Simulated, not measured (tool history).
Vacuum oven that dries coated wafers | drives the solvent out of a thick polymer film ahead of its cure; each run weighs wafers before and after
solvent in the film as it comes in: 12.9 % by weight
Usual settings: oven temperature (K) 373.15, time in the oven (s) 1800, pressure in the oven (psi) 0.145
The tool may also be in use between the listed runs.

run,hour,oven temperature (K),time in the oven (s),pressure in the oven (psi),solvent left in the film (%)
1,0.0,373.15,1800,0.145,1.94
2,16.2,373.15,1800,0.145,1.88
3,34.1,373.15,1440,0.145,2.66
4,44.1,358.15,1440,0.145,6.14
5,60.2,373.15,1800,0.145,1.99
6,75.5,373.15,1800,0.145,1.99
7,84.4,376.15,1800,0.145,1.46
8,93.0,373.15,2340,0.145,1.30
9,101.9,373.15,2340,0.145,1.42
10,110.7,373.15,2340,0.145,1.34
11,124.8,364.15,2700,0.119,2.53
12,136.6,383.15,2940,0.117,0.35
13,153.5,383.15,2940,0.117,0.32
14,167.9,383.15,1080,0.164,1.69
15,187.9,382.15,2700,0.109,0.39
16,199.6,382.15,2700,0.109,0.47
17,209.1,375.15,1680,0.225,2.00
18,218.1,368.15,3060,0.225,1.82
19,231.2,368.15,2820,0.406,2.71
20,251.6,375.15,1380,0.125,2.45

Forecast each of these 5 alternatives for the next run:
A,268.1,372.15,1800,0.145,?
B,268.1,373.15,1140,0.145,?
C,268.1,373.15,2220,0.142,?
D,268.1,380.15,1800,0.171,?
E,268.1,365.15,1380,0.125,?

run,solvent left in the film (%)
A,2.10
B,3.58
C,1.50
D,1.03
E,4.57
Without the tool's hidden state the same runs would have given:
run,solvent left in the film (%)
A,1.90
B,3.37
C,1.33
D,0.91
E,4.34
